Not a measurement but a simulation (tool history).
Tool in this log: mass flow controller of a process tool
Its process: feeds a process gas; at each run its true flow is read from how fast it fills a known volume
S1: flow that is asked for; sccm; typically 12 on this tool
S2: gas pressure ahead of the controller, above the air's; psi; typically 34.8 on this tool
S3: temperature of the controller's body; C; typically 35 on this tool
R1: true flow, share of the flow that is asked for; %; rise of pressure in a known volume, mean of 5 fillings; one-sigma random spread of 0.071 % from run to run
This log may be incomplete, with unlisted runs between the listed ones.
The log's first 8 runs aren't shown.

Run 9, hour 1011.9: usual settings but S1 8 sccm. Result: R1 103.32 %.
Run 10, hour 1167.7: usual settings but S1 8 sccm. Result: R1 103.42 %.
Run 11, hour 1266.9: usual settings but S2 26.1 psi. Result: R1 102.93 %.
Run 12, hour 1374.1: usual settings but S2 26.1 psi. Result: R1 102.98 %.
Run 13, hour 1462.2: usual settings but S1 3 sccm. Result: R1 107.95 %.
Run 14, hour 1569.5: usual settings but S1 3 sccm. Result: R1 108.21 %.
Run 15, hour 1712.8: usual settings but S1 3 sccm, S2 35.2 psi. Result: R1 108.43 %.
Run 16, hour 1844.3: usual settings but S1 3 sccm, S2 35.2 psi. Result: R1 108.51 %.
Run 17, hour 1993.1: usual settings. Result: R1 103.16 %.
Run 18, hour 2097.1: usual settings but S2 29.6 psi. Result: R1 103.42 %.
Run 19, hour 2207.3: usual settings but S2 29.6 psi. Result: R1 103.42 %.
Run 20, hour 2302.5: usual settings but S2 29.6 psi. Result: R1 103.52 %.
Run 21, hour 2454.8: usual settings. Result: R1 103.34 %.
Run 22, hour 2537.9: usual settings but S1 20 sccm. Result: R1 103.42 %.
Run 23, hour 2687.6: usual settings but S1 20 sccm. Result: R1 103.42 %.
Run 24, hour 2802.0: usual settings but S1 20 sccm. Result: R1 103.49 %.

Run 25 comes next. What will it give?
Run 25, hour 2885.2: usual settings but S1 7 sccm. Result: R1 ?.

R1: 104.91 %
Were there no unlogged condition in the tool, this run, its random variation unchanged, would have produced R1 99.49 %.
